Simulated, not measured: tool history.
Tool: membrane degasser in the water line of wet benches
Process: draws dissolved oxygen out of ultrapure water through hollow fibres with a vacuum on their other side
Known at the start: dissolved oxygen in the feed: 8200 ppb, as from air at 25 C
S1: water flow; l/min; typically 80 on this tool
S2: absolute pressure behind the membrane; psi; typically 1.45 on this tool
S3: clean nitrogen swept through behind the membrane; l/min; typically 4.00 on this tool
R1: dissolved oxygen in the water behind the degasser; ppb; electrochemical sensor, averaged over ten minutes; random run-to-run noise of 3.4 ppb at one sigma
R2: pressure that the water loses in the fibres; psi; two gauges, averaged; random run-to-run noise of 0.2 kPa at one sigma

{"run": 1, "hour": 0.0, "S1": 80, "S2": 1.45, "S3": 4.0, "R1": 349.6, "R2": 6.611}
{"run": 2, "hour": 48.9, "S1": 61, "S2": 1.45, "S3": 4.0, "R1": 260.6, "R2": 5.034}
{"run": 3, "hour": 118.5, "S1": 61, "S2": 1.45, "S3": 4.0, "R1": 259.1, "R2": 5.055}
{"run": 4, "hour": 186.2, "S1": 61, "S2": 1.45, "S3": 4.0, "R1": 258.4, "R2": 5.039}
{"run": 5, "hour": 226.1, "S1": 80, "S2": 1.45, "S3": 4.0, "R1": 350.6, "R2": 6.572}
{"run": 6, "hour": 270.3, "S1": 80, "S2": 1.45, "S3": 4.0, "R1": 346.8, "R2": 6.654}
{"run": 7, "hour": 347.0, "S1": 80, "S2": 1.45, "S3": 4.0, "R1": 342.9, "R2": 6.611}
{"run": 8, "hour": 396.8, "S1": 80, "S2": 1.45, "S3": 4.0, "R1": 351.3, "R2": 6.598}
{"run": 9, "hour": 439.9, "S1": 80, "S2": 1.45, "S3": 4.0, "R1": 347.4, "R2": 6.593}
{"run": 10, "hour": 501.9, "S1": 80, "S2": 1.45, "S3": 4.0, "R1": 347.8, "R2": 6.631}
{"run": 11, "hour": 569.5, "S1": 79, "S2": 1.45, "S3": 4.0, "R1": 344.2, "R2": 6.566}
{"hour": 625.6, "done": "vacuum gauge calibrated"}
{"run": 12, "hour": 635.4, "S1": 79, "S2": 1.45, "S3": 4.0, "R1": 339.1, "R2": 6.541}
{"run": 13, "hour": 704.1, "S1": 79, "S2": 1.45, "S3": 4.0, "R1": 332.4, "R2": 6.511}
{"run": 14, "hour": 779.1, "S1": 61, "S2": 1.7, "S3": 4.0, "R1": 308.7, "R2": 5.075}
{"run": 15, "hour": 830.0, "S1": 66, "S2": 0.97, "S3": 2.36, "R1": 231.5, "R2": 5.493}
{"run": 16, "hour": 876.7, "S1": 118, "S2": 1.62, "S3": 4.0, "R1": 596.6, "R2": 9.741}
{"run": 17, "hour": 951.5, "S1": 85, "S2": 1.45, "S3": 2.4, "R1": 535.8, "R2": 7.034}
{"run": 18, "hour": 1003.5, "S1": 80, "S2": 2.63, "S3": 2.0, "R1": 1099.6, "R2": 6.62}
{"run": 19, "hour": 1058.1, "S1": 80, "S2": 2.63, "S3": 2.0, "R1": 1114.6, "R2": 6.63}
{"run": 20, "hour": 1093.9, "S1": 80, "S2": 2.63, "S3": 2.0, "R1": 1108.6, "R2": 6.579}
{"run": 21, "hour": 1154.4, "S1": 80, "S2": 2.63, "S3": 2.0, "R1": 1120.9, "R2": 6.659}
{"run": 22, "hour": 1197.1, "S1": 80, "S2": 2.63, "S3": 2.0, "R1": 1110.7, "R2": 6.633}
{"run": 23, "hour": 1252.9, "S1": 80, "S2": 2.63, "S3": 2.0, "R1": 1119.9, "R2": 6.588}

Alternative continuations, all from the tool just after run 23; predict every row:
{"run": "A", "hour": 1309.1, "S1": 80, "S2": 1.06, "S3": 2.0, "R1": "?", "R2": "?"}
{"run": "B", "hour": 1309.1, "S1": 57, "S2": 3.45, "S3": 5.97, "R1": "?", "R2": "?"}
{"run": "C", "hour": 1309.1, "S1": 83, "S2": 2.63, "S3": 2.0, "R1": "?", "R2": "?"}
{"run": "D", "hour": 1309.1, "S1": 80, "S2": 2.1, "S3": 2.0, "R1": "?", "R2": "?"}
{"run": "E", "hour": 1309.1, "S1": 72, "S2": 1.19, "S3": 2.0, "R1": "?", "R2": "?"}

run=A R1=370.4 R2=6.633
run=B R1=453.3 R2=4.727
run=C R1=1143.5 R2=6.869
run=D R1=864.1 R2=6.585
run=E R1=391.6 R2=6.003
Without the tool's unlogged condition, the same runs would have read:
run=A R1=366.9 R2=6.580
run=B R1=451.0 R2=4.689
run=C R1=1140.1 R2=6.814
run=D R1=860.8 R2=6.531
run=E R1=388.6 R2=5.955
